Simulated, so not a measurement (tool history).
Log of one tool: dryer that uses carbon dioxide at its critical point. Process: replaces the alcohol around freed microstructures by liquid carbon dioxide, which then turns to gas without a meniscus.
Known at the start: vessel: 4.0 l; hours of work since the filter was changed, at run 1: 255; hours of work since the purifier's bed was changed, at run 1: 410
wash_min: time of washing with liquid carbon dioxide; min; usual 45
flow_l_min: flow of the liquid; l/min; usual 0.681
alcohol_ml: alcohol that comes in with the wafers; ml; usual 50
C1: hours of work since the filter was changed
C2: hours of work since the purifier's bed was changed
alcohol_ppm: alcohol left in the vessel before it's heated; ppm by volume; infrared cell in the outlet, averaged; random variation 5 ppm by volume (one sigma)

{"run": 1, "hour": 0.0, "wash_min": 45, "flow_l_min": 0.681, "alcohol_ml": 50, "C1": 255, "C2": 410, "alcohol_ppm": 43}
{"run": 2, "hour": 37.2, "wash_min": 45, "flow_l_min": 0.681, "alcohol_ml": 50, "C1": 269, "C2": 424, "alcohol_ppm": 47}
{"run": 3, "hour": 68.2, "wash_min": 45, "flow_l_min": 0.681, "alcohol_ml": 50, "C1": 280, "C2": 435, "alcohol_ppm": 35}
{"run": 4, "hour": 92.3, "wash_min": 45, "flow_l_min": 0.681, "alcohol_ml": 50, "C1": 289, "C2": 444, "alcohol_ppm": 42}
{"run": 5, "hour": 128.4, "wash_min": 45, "flow_l_min": 0.681, "alcohol_ml": 50, "C1": 303, "C2": 458, "alcohol_ppm": 49}
{"run": 6, "hour": 161.9, "wash_min": 45, "flow_l_min": 0.535, "alcohol_ml": 50, "C1": 315, "C2": 470, "alcohol_ppm": 91}
{"run": 7, "hour": 198.1, "wash_min": 45, "flow_l_min": 0.535, "alcohol_ml": 50, "C1": 328, "C2": 483, "alcohol_ppm": 97}
{"run": 8, "hour": 219.0, "wash_min": 45, "flow_l_min": 0.566, "alcohol_ml": 50, "C1": 336, "C2": 491, "alcohol_ppm": 71}
{"run": 9, "hour": 264.6, "wash_min": 45, "flow_l_min": 0.681, "alcohol_ml": 50, "C1": 353, "C2": 508, "alcohol_ppm": 49}
{"run": 10, "hour": 300.6, "wash_min": 45, "flow_l_min": 0.681, "alcohol_ml": 50, "C1": 366, "C2": 521, "alcohol_ppm": 50}
{"run": 11, "hour": 319.9, "wash_min": 45, "flow_l_min": 0.681, "alcohol_ml": 50, "C1": 373, "C2": 528, "alcohol_ppm": 54}
{"run": 12, "hour": 352.0, "wash_min": 45, "flow_l_min": 0.681, "alcohol_ml": 50, "C1": 385, "C2": 540, "alcohol_ppm": 52}
{"run": 13, "hour": 371.4, "wash_min": 45, "flow_l_min": 0.681, "alcohol_ml": 72, "C1": 392, "C2": 547, "alcohol_ppm": 55}
{"run": 14, "hour": 412.1, "wash_min": 30, "flow_l_min": 0.681, "alcohol_ml": 72, "C1": 407, "C2": 562, "alcohol_ppm": 219}
{"run": 15, "hour": 436.4, "wash_min": 45, "flow_l_min": 0.681, "alcohol_ml": 50, "C1": 416, "C2": 571, "alcohol_ppm": 47}
{"run": 16, "hour": 457.7, "wash_min": 45, "flow_l_min": 0.681, "alcohol_ml": 50, "C1": 424, "C2": 579, "alcohol_ppm": 41}
{"run": 17, "hour": 487.0, "wash_min": 45, "flow_l_min": 0.681, "alcohol_ml": 59, "C1": 435, "C2": 590, "alcohol_ppm": 56}
{"run": 18, "hour": 515.5, "wash_min": 45, "flow_l_min": 0.681, "alcohol_ml": 59, "C1": 445, "C2": 600, "alcohol_ppm": 56}
{"run": 19, "hour": 560.1, "wash_min": 43, "flow_l_min": 0.681, "alcohol_ml": 50, "C1": 462, "C2": 617, "alcohol_ppm": 54}
{"run": 20, "hour": 582.6, "wash_min": 64, "flow_l_min": 0.831, "alcohol_ml": 77, "C1": 470, "C2": 625, "alcohol_ppm": 45}
{"run": 21, "hour": 623.4, "wash_min": 55, "flow_l_min": 0.831, "alcohol_ml": 57, "C1": 485, "C2": 640, "alcohol_ppm": 46}
{"run": 22, "hour": 669.2, "wash_min": 55, "flow_l_min": 0.831, "alcohol_ml": 57, "C1": 502, "C2": 657, "alcohol_ppm": 45}
{"run": 23, "hour": 709.0, "wash_min": 69, "flow_l_min": 0.857, "alcohol_ml": 80, "C1": 517, "C2": 672, "alcohol_ppm": 41}
{"hour": 717.2, "done": "inlet filter changed"}
{"run": 24, "hour": 741.2, "wash_min": 69, "flow_l_min": 0.857, "alcohol_ml": 80, "C1": 9, "C2": 683, "alcohol_ppm": 40}

Run 25 comes next. What will it give?
{"run": 25, "hour": 773.4, "wash_min": 27, "flow_l_min": 0.681, "alcohol_ml": 29, "C1": 21, "C2": 695, "alcohol_ppm": "?"}

{"run 25": {"alcohol_ppm": 141}}
Without the tool's hidden state the same run would have given alcohol_ppm 98 ppm by volume.

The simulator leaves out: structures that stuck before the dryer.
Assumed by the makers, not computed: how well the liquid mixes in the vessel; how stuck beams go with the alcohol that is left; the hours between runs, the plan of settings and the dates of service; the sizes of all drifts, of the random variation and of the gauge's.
